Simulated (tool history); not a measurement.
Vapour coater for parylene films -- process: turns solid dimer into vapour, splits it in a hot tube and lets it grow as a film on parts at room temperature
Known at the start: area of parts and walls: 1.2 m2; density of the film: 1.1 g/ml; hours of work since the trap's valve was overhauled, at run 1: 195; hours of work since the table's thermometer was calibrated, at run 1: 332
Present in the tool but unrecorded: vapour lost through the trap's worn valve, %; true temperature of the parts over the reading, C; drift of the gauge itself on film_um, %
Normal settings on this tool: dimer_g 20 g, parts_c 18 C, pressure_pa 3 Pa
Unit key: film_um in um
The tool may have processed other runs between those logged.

run    hour  dimer_g  parts_c  pressure_pa  hours of work since the trap's valve was overhauled  hours of work since the table's thermometer was calibrated  film_um
  1       0       20       18            3                                                  195                                                         332    12.45
  2    32.6       20       18            3                                                  221                                                         358    12.47
  3    55.4       20       18            3                                                  239                                                         376    12.56
  4    69.7       20       18            3                                                  250                                                         387    12.48
  5    99.4       20       18            3                                                  274                                                         411     12.5
  6   127.8       20       18         3.73                                                  296                                                         433    12.21
  7   149.4       20       18         2.17                                                  314                                                         450     12.9
      174.9  -- trap's valve overhauled
  8   185.1       20       18         2.17                                                    8                                                         476    12.95
  9   200.1       20       18         2.17                                                   20                                                         487    13.02
 10   216.5       15       18            3                                                   33                                                         500     9.39
 11   230.1       22       18            3                                                   44                                                         511    13.76
 12   255.9       22       18            3                                                   64                                                         532    13.76
 13   272.8       20       18            3                                                   78                                                         545    12.51
 14   302.5       20       18            3                                                  101                                                         569    12.61
 15     334       20       18            3                                                  126                                                         594    12.51
 16   363.8       20       18            3                                                  150                                                         617    12.42
 17     394       20       18            3                                                  174                                                         641    12.49
 18   420.7       20       18            3                                                  195                                                         663    12.53
 19   446.4       20       18            3                                                  216                                                         683    12.48
 20   470.2       20       18            3                                                  235                                                         702     12.5
 21   484.8       20       18            3                                                  246                                                         714    12.52
 22   500.7       20       18            3                                                  259                                                         726    12.39
 23   527.4       22       18            3                                                  280                                                         747    13.73
 24   557.6       22       18            3                                                  304                                                         771    13.67
 25   581.9       27       19         6.84                                                  323                                                         791    14.69
      595.2  -- trap's valve overhauled
 26   606.6       26       21         4.48                                                    9                                                         807    13.64
 27   634.8       26       21         6.19                                                   31                                                         829    13.11
 28   656.5       26       21          2.5                                                   49                                                         847     14.6
 29   683.3       26       21          2.5                                                   70                                                         868    14.59
 30   708.1       23       12        11.56                                                   90                                                         888    15.83
 31     725       16       16         7.29                                                  103                                                         901     9.81
 32   756.6       27       16         9.02                                                  128                                                         926    16.15
 33   771.4       19       18         9.04                                                  140                                                         938    10.47
 34   788.4       21       18         9.04                                                  153                                                         951    11.58
 35   816.3       26       18          9.2                                                  176                                                         974    14.28
 36   841.8        9       28         3.28                                                  196                                                         994     3.61
 37   863.2       20       14            3                                                  213                                                        1011    14.79
 38   884.9       20       16          2.6                                                  230                                                        1028    13.78
 39   907.1        8       17         6.08                                                  248                                                        1046     4.84
 40   938.3       10       14         7.24                                                  272                                                        1071      6.7
 41   967.9       10       14         7.24                                                  296                                                        1094     6.72
 42   983.4       20       13          7.3                                                  308                                                        1106    13.95
 43     997       20       13          7.3                                                  319                                                        1117    14.01
     1015.8  -- trap's valve overhauled
 44  1017.6       20       23         6.28                                                    1                                                        1130     9.26
 45    1040       20       23         6.28                                                   19                                                        1148     9.24
 46  1069.8       17       23        11.45                                                   43                                                        1172     7.32
 47  1100.5       22       12         4.65                                                   67                                                        1196    16.34

Entry by entry between the runs, the difference in hidden state between the last listed run before and the first listed run after:
In the gap between runs 7 and 8: trap's valve overhauled (hour 174.9)
  vapour lost through the trap's worn valve, %: 0.2 -> 0
In the gap between runs 25 and 26: trap's valve overhauled (hour 595.2)
  vapour lost through the trap's worn valve, %: 0.3 -> 0
In the gap between runs 43 and 44: trap's valve overhauled (hour 1015.8)
  vapour lost through the trap's worn valve, %: 0.3 -> 0

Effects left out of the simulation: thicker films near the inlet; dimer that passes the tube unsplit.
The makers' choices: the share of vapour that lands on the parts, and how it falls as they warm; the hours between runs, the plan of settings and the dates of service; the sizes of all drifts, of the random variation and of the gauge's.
